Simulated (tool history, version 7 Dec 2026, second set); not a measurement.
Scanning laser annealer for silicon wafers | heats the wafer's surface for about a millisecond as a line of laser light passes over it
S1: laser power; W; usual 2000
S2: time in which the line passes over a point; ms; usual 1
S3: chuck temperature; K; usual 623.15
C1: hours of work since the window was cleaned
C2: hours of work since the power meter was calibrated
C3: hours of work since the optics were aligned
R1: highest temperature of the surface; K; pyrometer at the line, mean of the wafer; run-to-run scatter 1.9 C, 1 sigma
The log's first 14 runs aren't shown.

run	hour	S1	S2	S3	C1	C2	C3	R1
15	883.1	2000	1.14	623.15	664	1888	310	1427.15
16	943.7	2000	1.14	592.15	711	1935	357	1394.15
17	1001	2000	1.14	592.15	756	1980	402	1389.15
18	1077.5	2000	1.14	592.15	816	2040	462	1380.15
# hour 1097.5: window over the wafer cleaned
19	1159.3	2000	1	623.15	48	2103	524	1424.15
20	1250.5	2000	1	623.15	120	2174	596	1418.15
21	1335.4	2000	0.84	623.15	186	2240	662	1359.15
22	1387.7	2024	0.86	661.15	227	2281	703	1407.15
23	1466	2153	1	623.15	288	2342	764	1474.15
24	1505.8	2000	1.01	623.15	319	2374	795	1403.15
25	1573.4	2000	1.01	623.15	372	2426	848	1395.15
26	1630.8	2000	1.01	623.15	417	2471	893	1396.15
27	1691.3	1805	0.78	627.15	464	2519	940	1232.15
28	1739.5	2010	0.74	648.15	502	2556	978	1317.15
29	1813.7	2000	0.87	631.15	560	2614	1036	1344.15
30	1862.8	2117	0.87	611.15	599	2653	1075	1370.15
31	1908.3	1807	0.89	597.15	634	2688	1110	1229.15
32	1952.2	1981	0.99	639.15	669	2723	1144	1372.15
33	1993.7	1981	0.99	639.15	701	2755	1177	1373.15
34	2035.5	2188	0.84	589.15	734	2788	1210	1357.15
35	2078.4	2188	0.84	589.15	767	2821	1243	1354.15
36	2133.3	1830	1	662.15	810	2864	1286	1318.15

Expected results for the next run?
# hour 2163.2: window over the wafer cleaned
37	2201.5	1812	0.85	655.15	30	2916	1338	?

R1: 1305.15 K
Take away the tool's hidden state, keep the run-to-run variation as it was, and the same run would have given R1 1335.15 K.
